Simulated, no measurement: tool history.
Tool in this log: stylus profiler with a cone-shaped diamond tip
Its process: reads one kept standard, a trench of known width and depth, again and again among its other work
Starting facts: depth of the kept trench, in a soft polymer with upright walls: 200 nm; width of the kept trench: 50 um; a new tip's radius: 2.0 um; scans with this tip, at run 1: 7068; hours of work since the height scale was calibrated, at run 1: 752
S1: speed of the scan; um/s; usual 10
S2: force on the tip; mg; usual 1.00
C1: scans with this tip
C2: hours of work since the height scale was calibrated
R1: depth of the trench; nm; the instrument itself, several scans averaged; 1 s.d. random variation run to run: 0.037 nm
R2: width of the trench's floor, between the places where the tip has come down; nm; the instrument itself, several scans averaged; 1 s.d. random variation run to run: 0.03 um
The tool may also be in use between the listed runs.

| run | hour | S1 | S2 | C1 | C2 | R1 | R2 |
|---|---|---|---|---|---|---|---|
| 1 | 0.0 | 10 | 1.00 | 7068 | 752 | 200.44 | 47170 |
| 2 | 44.6 | 10 | 0.79 | 7371 | 784 | 200.34 | 47190 |
| 3 | 72.2 | 10 | 0.79 | 7558 | 804 | 200.25 | 47050 |
| 4 | 113.2 | 26 | 1.00 | 7836 | 834 | 200.38 | 46980 |
| 5 | 159.9 | 10 | 0.51 | 8154 | 868 | 200.05 | 47070 |
|  | 165.9 | new tip fitted, height scale calibrated |
| 6 | 196.0 | 10 | 0.51 | 205 | 22 | 200.63 | 48050 |
| 7 | 235.5 | 10 | 0.51 | 473 | 50 | 200.60 | 48000 |
| 8 | 260.9 | 10 | 0.51 | 645 | 69 | 200.61 | 48020 |
| 9 | 306.7 | 10 | 0.51 | 956 | 102 | 200.58 | 47970 |
| 10 | 342.3 | 6 | 1.00 | 1198 | 127 | 200.88 | 48000 |
| 11 | 373.7 | 10 | 1.00 | 1411 | 150 | 200.84 | 47940 |
| 12 | 413.4 | 10 | 1.00 | 1680 | 179 | 200.85 | 47890 |
|  | 417.8 | height scale calibrated on a step standard |
| 13 | 452.9 | 10 | 1.00 | 1945 | 25 | 200.82 | 47920 |
| 14 | 486.7 | 10 | 1.00 | 2174 | 50 | 200.80 | 47820 |
| 15 | 526.7 | 18 | 2.21 | 2446 | 79 | 201.38 | 47730 |
| 16 | 564.8 | 18 | 2.21 | 2704 | 106 | 201.34 | 47780 |
|  | 580.6 | height scale calibrated on a step standard, once more |
| 17 | 608.0 | 6 | 0.41 | 2994 | 20 | 200.55 | 47680 |
| 18 | 635.7 | 32 | 0.41 | 3182 | 40 | 200.55 | 47340 |
| 19 | 663.0 | 6 | 0.92 | 3367 | 60 | 200.89 | 47670 |
| 20 | 701.9 | 8 | 2.67 | 3632 | 88 | 201.77 | 47730 |
| 21 | 743.4 | 6 | 0.46 | 3913 | 118 | 200.45 | 47680 |
| 22 | 775.3 | 35 | 0.98 | 4129 | 141 | 200.86 | 47320 |
| 23 | 819.1 | 21 | 0.49 | 4427 | 172 | 200.56 | 47310 |
| 24 | 857.1 | 35 | 0.55 | 4685 | 200 | 200.57 | 47150 |
| 25 | 877.0 | 35 | 0.55 | 4820 | 214 | 200.55 | 47130 |
| 26 | 900.8 | 10 | 1.10 | 4981 | 231 | 200.84 | 47460 |
| 27 | 935.3 | 10 | 1.10 | 5215 | 256 | 200.89 | 47410 |
| 28 | 982.1 | 10 | 1.10 | 5533 | 290 | 200.83 | 47410 |

Branching from run 28: 4 alternative next runs. What would each branch give?
| A | 1019.2 | 31 | 1.00 | 5785 | 317 | ? | ? |
| B | 1019.2 | 4 | 1.10 | 5785 | 317 | ? | ? |
| C | 1019.2 | 5 | 0.98 | 5785 | 317 | ? | ? |
| D | 1019.2 | 20 | 1.36 | 5785 | 317 | ? | ? |

| run | R1 | R2 |
|---|---|---|
| A | 200.75 | 47180 |
| B | 200.80 | 47440 |
| C | 200.69 | 47480 |
| D | 200.94 | 47340 |
What these runs would have given with no unlogged condition in the tool:
| run | R1 | R2 |
|---|---|---|
| A | 200.94 | 47960 |
| B | 201.00 | 48220 |
| C | 200.88 | 48260 |
| D | 201.14 | 48120 |
